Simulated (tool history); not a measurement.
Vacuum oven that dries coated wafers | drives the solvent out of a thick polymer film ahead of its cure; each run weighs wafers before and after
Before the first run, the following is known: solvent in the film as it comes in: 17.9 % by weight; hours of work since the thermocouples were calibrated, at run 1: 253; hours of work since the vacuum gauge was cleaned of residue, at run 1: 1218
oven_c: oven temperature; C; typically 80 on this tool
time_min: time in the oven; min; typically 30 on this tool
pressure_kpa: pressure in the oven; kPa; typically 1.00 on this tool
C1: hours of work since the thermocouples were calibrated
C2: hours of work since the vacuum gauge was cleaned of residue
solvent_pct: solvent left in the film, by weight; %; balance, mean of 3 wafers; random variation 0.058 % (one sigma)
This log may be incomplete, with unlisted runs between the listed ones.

run 1 day=0.000 | oven_c=80 time_min=30 pressure_kpa=1.00 | C1=253 C2=1218 | solvent_pct=4.29
run 2 day=1.658 | oven_c=80 time_min=30 pressure_kpa=1.00 | C1=276 C2=1241 | solvent_pct=4.28
run 3 day=3.000 | oven_c=80 time_min=30 pressure_kpa=1.00 | C1=294 C2=1260 | solvent_pct=4.30
run 4 day=4.550 | oven_c=90 time_min=30 pressure_kpa=1.00 | C1=316 C2=1281 | solvent_pct=2.28
run 5 day=6.183 | oven_c=90 time_min=30 pressure_kpa=1.00 | C1=339 C2=1304 | solvent_pct=2.30
run 6 day=7.225 | oven_c=80 time_min=16 pressure_kpa=1.00 | C1=353 C2=1318 | solvent_pct=7.46
run 7 day=8.983 | oven_c=80 time_min=16 pressure_kpa=1.00 | C1=378 C2=1343 | solvent_pct=7.38
run 8 day=10.779 | oven_c=80 time_min=16 pressure_kpa=1.00 | C1=403 C2=1368 | solvent_pct=7.49
run 9 day=12.812 | oven_c=80 time_min=16 pressure_kpa=1.00 | C1=431 C2=1396 | solvent_pct=7.42
run 10 day=15.025 | oven_c=80 time_min=16 pressure_kpa=1.00 | C1=462 C2=1427 | solvent_pct=7.48
run 11 day=16.092 | oven_c=80 time_min=37 pressure_kpa=1.00 | C1=477 C2=1442 | solvent_pct=3.40
run 12 day=18.208 | oven_c=80 time_min=31 pressure_kpa=1.00 | C1=506 C2=1472 | solvent_pct=4.24
run 13 day=20.600 | oven_c=80 time_min=31 pressure_kpa=1.00 | C1=540 C2=1505 | solvent_pct=4.23
run 14 day=22.579 | oven_c=80 time_min=31 pressure_kpa=1.00 | C1=567 C2=1532 | solvent_pct=4.18
run 15 day=23.779 | oven_c=80 time_min=31 pressure_kpa=1.00 | C1=584 C2=1549 | solvent_pct=4.23
-- day=24.017 vacuum gauge cleaned of residue and calibrated
run 16 day=25.929 | oven_c=80 time_min=31 pressure_kpa=1.00 | C1=613 C2=27 | solvent_pct=4.30
run 17 day=28.167 | oven_c=80 time_min=31 pressure_kpa=3.33 | C1=644 C2=58 | solvent_pct=5.32
run 18 day=29.904 | oven_c=80 time_min=31 pressure_kpa=3.33 | C1=668 C2=82 | solvent_pct=5.33
run 19 day=31.954 | oven_c=80 time_min=31 pressure_kpa=3.33 | C1=697 C2=111 | solvent_pct=5.40
run 20 day=33.217 | oven_c=80 time_min=30 pressure_kpa=1.00 | C1=714 C2=128 | solvent_pct=4.50
run 21 day=35.075 | oven_c=80 time_min=30 pressure_kpa=1.00 | C1=740 C2=154 | solvent_pct=4.50
-- day=36.629 vacuum gauge cleaned of residue and calibrated, once more
run 22 day=37.271 | oven_c=66 time_min=41 pressure_kpa=1.00 | C1=770 C2=9 | solvent_pct=6.06
run 23 day=38.404 | oven_c=66 time_min=41 pressure_kpa=1.00 | C1=786 C2=25 | solvent_pct=6.06
run 24 day=40.267 | oven_c=66 time_min=41 pressure_kpa=1.00 | C1=812 C2=51 | solvent_pct=6.10
run 25 day=41.350 | oven_c=76 time_min=30 pressure_kpa=1.00 | C1=827 C2=66 | solvent_pct=5.23
run 26 day=42.946 | oven_c=80 time_min=30 pressure_kpa=1.11 | C1=849 C2=88 | solvent_pct=4.30
run 27 day=45.133 | oven_c=80 time_min=30 pressure_kpa=2.13 | C1=880 C2=119 | solvent_pct=4.96
run 28 day=46.317 | oven_c=80 time_min=30 pressure_kpa=2.13 | C1=896 C2=135 | solvent_pct=4.84
run 29 day=47.654 | oven_c=69 time_min=31 pressure_kpa=2.61 | C1=915 C2=154 | solvent_pct=7.74
run 30 day=48.962 | oven_c=75 time_min=31 pressure_kpa=2.21 | C1=933 C2=172 | solvent_pct=5.94
run 31 day=50.225 | oven_c=65 time_min=49 pressure_kpa=3.73 | C1=951 C2=189 | solvent_pct=7.79
run 32 day=52.108 | oven_c=75 time_min=27 pressure_kpa=1.27 | C1=977 C2=216 | solvent_pct=6.18
run 33 day=53.633 | oven_c=68 time_min=48 pressure_kpa=1.03 | C1=998 C2=237 | solvent_pct=4.93
-- day=54.108 oven's thermocouples calibrated
run 34 day=54.696 | oven_c=68 time_min=18 pressure_kpa=3.91 | C1=8 C2=251 | solvent_pct=10.61
run 35 day=56.146 | oven_c=94 time_min=22 pressure_kpa=0.78 | C1=28 C2=271 | solvent_pct=2.62
run 36 day=58.192 | oven_c=94 time_min=36 pressure_kpa=0.78 | C1=57 C2=299 | solvent_pct=1.01
run 37 day=60.512 | oven_c=94 time_min=36 pressure_kpa=0.85 | C1=89 C2=332 | solvent_pct=1.05
run 38 day=62.346 | oven_c=87 time_min=20 pressure_kpa=2.38 | C1=115 C2=357 | solvent_pct=5.04
run 39 day=63.317 | oven_c=80 time_min=20 pressure_kpa=2.91 | C1=128 C2=371 | solvent_pct=6.89
run 40 day=64.646 | oven_c=80 time_min=30 pressure_kpa=1.18 | C1=147 C2=389 | solvent_pct=4.15
run 41 day=65.921 | oven_c=90 time_min=18 pressure_kpa=3.19 | C1=165 C2=407 | solvent_pct=5.36

Measured result minus the same run's result without the hidden state. Both carry the same run-to-run variation, though not necessarily the same gauge scatter:
The tool's hidden condition here consists of: true wafer temperature over the reading, C; true pressure over the reading, kPa; drift of the gauge itself on solvent_pct, %.
run=1 solvent_pct=+0.25
run=2 solvent_pct=+0.25
run=3 solvent_pct=+0.26
run=4 solvent_pct=+0.20
run=5 solvent_pct=+0.21
run=6 solvent_pct=+0.25
run=7 solvent_pct=+0.26
run=8 solvent_pct=+0.27
run=9 solvent_pct=+0.28
run=10 solvent_pct=+0.29
run=11 solvent_pct=+0.33
run=12 solvent_pct=+0.35
run=13 solvent_pct=+0.37
run=14 solvent_pct=+0.37
run=15 solvent_pct=+0.39
run=16 solvent_pct=+0.42
run=17 solvent_pct=+0.46
run=18 solvent_pct=+0.47
run=19 solvent_pct=+0.50
run=20 solvent_pct=+0.46
run=21 solvent_pct=+0.48
run=22 solvent_pct=+0.29
run=23 solvent_pct=+0.30
run=24 solvent_pct=+0.32
run=25 solvent_pct=+0.30
run=26 solvent_pct=+0.29
run=27 solvent_pct=+0.33
run=28 solvent_pct=+0.32
run=29 solvent_pct=+0.39
run=30 solvent_pct=+0.37
run=31 solvent_pct=+0.48
run=32 solvent_pct=+0.37
run=33 solvent_pct=+0.40
run=34 solvent_pct=+0.05
run=35 solvent_pct=+0.04
run=36 solvent_pct=+0.03
run=37 solvent_pct=+0.04
run=38 solvent_pct=+0.08
run=39 solvent_pct=+0.10
run=40 solvent_pct=+0.10
run=41 solvent_pct=+0.10
